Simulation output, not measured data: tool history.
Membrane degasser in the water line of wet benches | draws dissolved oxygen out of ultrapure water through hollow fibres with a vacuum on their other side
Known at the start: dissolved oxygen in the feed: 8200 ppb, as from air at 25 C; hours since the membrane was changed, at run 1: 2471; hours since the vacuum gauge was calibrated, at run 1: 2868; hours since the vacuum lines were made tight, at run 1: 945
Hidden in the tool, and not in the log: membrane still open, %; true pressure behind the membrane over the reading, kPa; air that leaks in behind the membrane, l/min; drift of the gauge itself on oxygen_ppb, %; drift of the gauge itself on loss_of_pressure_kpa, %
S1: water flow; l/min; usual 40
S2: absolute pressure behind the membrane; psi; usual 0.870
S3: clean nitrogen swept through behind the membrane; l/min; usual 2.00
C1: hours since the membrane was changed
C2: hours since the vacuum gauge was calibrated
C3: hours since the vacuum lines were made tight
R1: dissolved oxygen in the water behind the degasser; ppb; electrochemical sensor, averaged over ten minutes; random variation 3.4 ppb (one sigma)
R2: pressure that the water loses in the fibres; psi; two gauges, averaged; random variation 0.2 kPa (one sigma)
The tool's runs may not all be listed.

Run 1, day 0.000: usual settings; C1 2471; C2 2868; C3 945. Result: R1 340.7 ppb, R2 6.115 psi.
Run 2, day 2.200: usual settings; C1 2523; C2 2921; C3 998. Result: R1 340.7 ppb, R2 6.068 psi.
Run 3, day 5.642: usual settings; C1 2606; C2 3003; C3 1081. Result: R1 337.8 ppb, R2 6.044 psi.
Run 4, day 9.117: usual settings but S3 1.47 l/min; C1 2689; C2 3087; C3 1164. Result: R1 378.3 ppb, R2 6.106 psi.
Run 5, day 12.983: usual settings but S3 1.47 l/min; C1 2782; C2 3180; C3 1257. Result: R1 380.9 ppb, R2 6.071 psi.
Run 6, day 16.021: usual settings but S3 1.47 l/min; C1 2855; C2 3253; C3 1330. Result: R1 378.2 ppb, R2 6.038 psi.
Run 7, day 19.088: usual settings; C1 2929; C2 3326; C3 1403. Result: R1 340.5 ppb, R2 6.025 psi.
Run 8, day 22.783: usual settings but S2 2.022 psi; C1 3017; C2 3415; C3 1492. Result: R1 656.4 ppb, R2 6.090 psi.
Run 9, day 25.529: usual settings but S2 2.022 psi; C1 3083; C2 3481; C3 1558. Result: R1 651.6 ppb, R2 6.031 psi.
At day 26.421: vacuum gauge calibrated.
Run 10, day 29.217: usual settings; C1 3171; C2 67; C3 1646. Result: R1 342.3 ppb, R2 6.034 psi.
Run 11, day 31.433: usual settings but S2 0.841 psi; C1 3224; C2 120; C3 1699. Result: R1 329.1 ppb, R2 6.064 psi.
Run 12, day 34.842: usual settings but S2 0.841 psi; C1 3306; C2 202; C3 1781. Result: R1 338.0 ppb, R2 6.068 psi.
Run 13, day 37.233: usual settings but S2 0.841 psi; C1 3364; C2 259; C3 1838. Result: R1 336.3 ppb, R2 6.019 psi.
Run 14, day 40.575: usual settings but S1 30 l/min, S2 0.841 psi; C1 3444; C2 340; C3 1919. Result: R1 184.4 ppb, R2 4.512 psi.
Run 15, day 42.658: usual settings; C1 3494; C2 390; C3 1969. Result: R1 340.4 ppb, R2 6.048 psi.
Run 16, day 46.088: usual settings; C1 3576; C2 472; C3 2051. Result: R1 345.9 ppb, R2 6.021 psi.
Run 17, day 48.346: usual settings but S1 32 l/min, S2 1.540 psi, S3 2.06 l/min; C1 3630; C2 526; C3 2105. Result: R1 367.4 ppb, R2 4.809 psi.
Run 18, day 51.075: usual settings but S1 35 l/min, S2 0.959 psi; C1 3696; C2 592; C3 2171. Result: R1 284.3 ppb, R2 5.271 psi.
Run 19, day 54.675: usual settings but S1 62 l/min, S2 0.949 psi, S3 1.99 l/min; C1 3782; C2 678; C3 2257. Result: R1 781.4 ppb, R2 9.248 psi.
Run 20, day 57.000: usual settings but S2 1.054 psi, S3 4.79 l/min; C1 3838; C2 734; C3 2313. Result: R1 300.7 ppb, R2 6.031 psi.
Run 21, day 59.354: usual settings but S2 1.054 psi, S3 4.79 l/min; C1 3895; C2 790; C3 2369. Result: R1 299.1 ppb, R2 5.981 psi.
Run 22, day 63.546: usual settings but S1 45 l/min, S2 0.570 psi, S3 0.90 l/min; C1 3995; C2 891; C3 2470. Result: R1 368.1 ppb, R2 6.769 psi.
Run 23, day 65.612: usual settings but S1 45 l/min, S2 0.570 psi, S3 0.90 l/min; C1 4045; C2 941; C3 2519. Result: R1 372.3 ppb, R2 6.767 psi.
Run 24, day 69.054: usual settings but S1 43 l/min, S2 0.570 psi, S3 3.08 l/min; C1 4127; C2 1023; C3 2602. Result: R1 297.2 ppb, R2 6.437 psi.
Run 25, day 72.746: usual settings but S1 43 l/min, S2 0.570 psi, S3 3.08 l/min; C1 4216; C2 1112; C3 2691. Result: R1 293.1 ppb, R2 6.406 psi.
Run 26, day 74.933: usual settings but S1 34 l/min, S2 0.645 psi, S3 1.82 l/min; C1 4268; C2 1164; C3 2743. Result: R1 193.2 ppb, R2 5.073 psi.
Run 27, day 79.004: usual settings but S3 2.81 l/min; C1 4366; C2 1262; C3 2841. Result: R1 307.3 ppb, R2 5.974 psi.
Run 28, day 81.133: usual settings but S1 30 l/min, S2 0.544 psi, S3 2.81 l/min; C1 4417; C2 1313; C3 2892. Result: R1 110.3 ppb, R2 4.470 psi.
Run 29, day 85.325: usual settings but S1 28 l/min, S2 1.062 psi, S3 4.23 l/min; C1 4518; C2 1414; C3 2993. Result: R1 142.9 ppb, R2 4.132 psi.

Run 30 comes next. What will it give?
Run 30, day 88.929: usual settings but S2 0.718 psi; C1 4604; C2 1500; C3 3079. Result: R1 ?, R2 ?.

Run 30 gave R1 295.8 ppb, R2 5.968 psi.
Without the tool's hidden state the same run would have given R1 295.4 ppb, R2 6.081 psi.

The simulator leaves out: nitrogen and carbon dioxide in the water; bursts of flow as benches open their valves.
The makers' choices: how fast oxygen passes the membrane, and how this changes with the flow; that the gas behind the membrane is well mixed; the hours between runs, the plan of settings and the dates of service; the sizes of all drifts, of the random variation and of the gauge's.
